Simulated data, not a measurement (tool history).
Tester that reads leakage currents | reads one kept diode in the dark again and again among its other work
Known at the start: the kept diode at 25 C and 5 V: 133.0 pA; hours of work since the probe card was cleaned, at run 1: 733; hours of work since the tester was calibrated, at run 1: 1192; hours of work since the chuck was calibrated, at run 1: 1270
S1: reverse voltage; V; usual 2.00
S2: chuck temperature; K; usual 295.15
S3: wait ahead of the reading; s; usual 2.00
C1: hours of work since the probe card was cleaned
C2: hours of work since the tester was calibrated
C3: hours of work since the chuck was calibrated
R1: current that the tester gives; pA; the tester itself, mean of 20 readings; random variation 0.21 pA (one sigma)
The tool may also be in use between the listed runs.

run 1 hour=0.0 | S1=2.00 S2=295.15 S3=2.00 | C1=733 C2=1192 C3=1270 | R1=61.62
run 2 hour=24.0 | S1=2.00 S2=295.15 S3=2.00 | C1=750 C2=1210 C3=1287 | R1=61.96
run 3 hour=68.3 | S1=2.00 S2=295.15 S3=2.45 | C1=782 C2=1242 C3=1319 | R1=61.45
run 4 hour=106.6 | S1=2.00 S2=295.15 S3=4.16 | C1=810 C2=1269 C3=1347 | R1=61.08
run 5 hour=133.5 | S1=2.00 S2=295.15 S3=4.16 | C1=829 C2=1289 C3=1366 | R1=61.26
run 6 hour=164.7 | S1=2.00 S2=294.15 S3=2.00 | C1=852 C2=1311 C3=1389 | R1=56.43
run 7 hour=191.4 | S1=1.39 S2=310.15 S3=2.00 | C1=871 C2=1331 C3=1408 | R1=158.79
-- hour=196.8 chuck's temperature calibrated
run 8 hour=214.5 | S1=1.09 S2=295.15 S3=1.02 | C1=886 C2=1346 C3=13 | R1=41.89
run 9 hour=239.1 | S1=2.42 S2=295.15 S3=0.41 | C1=904 C2=1364 C3=31 | R1=62.71
run 10 hour=261.5 | S1=2.00 S2=310.15 S3=3.97 | C1=920 C2=1380 C3=47 | R1=175.62
-- hour=297.3 chuck's temperature calibrated, once more
run 11 hour=298.2 | S1=9.29 S2=328.15 S3=4.24 | C1=945 C2=1405 C3=1 | R1=1506.71

Forecast each of these 4 alternatives for the next run:
run A hour=331.2 | S1=2.50 S2=295.15 S3=2.13 | C1=969 C2=1429 C3=24 | R1=?
run B hour=331.2 | S1=7.99 S2=305.15 S3=0.94 | C1=969 C2=1429 C3=24 | R1=?
run C hour=331.2 | S1=9.29 S2=302.15 S3=0.69 | C1=969 C2=1429 C3=24 | R1=?
run D hour=331.2 | S1=4.53 S2=296.15 S3=2.03 | C1=969 C2=1429 C3=24 | R1=?

run=A R1=76.53
run=B R1=290.13
run=C R1=251.93
run=D R1=111.72
Without the tool's hidden state the same runs would have given:
run=A R1=75.31
run=B R1=285.65
run=C R1=247.78
run=D R1=109.83
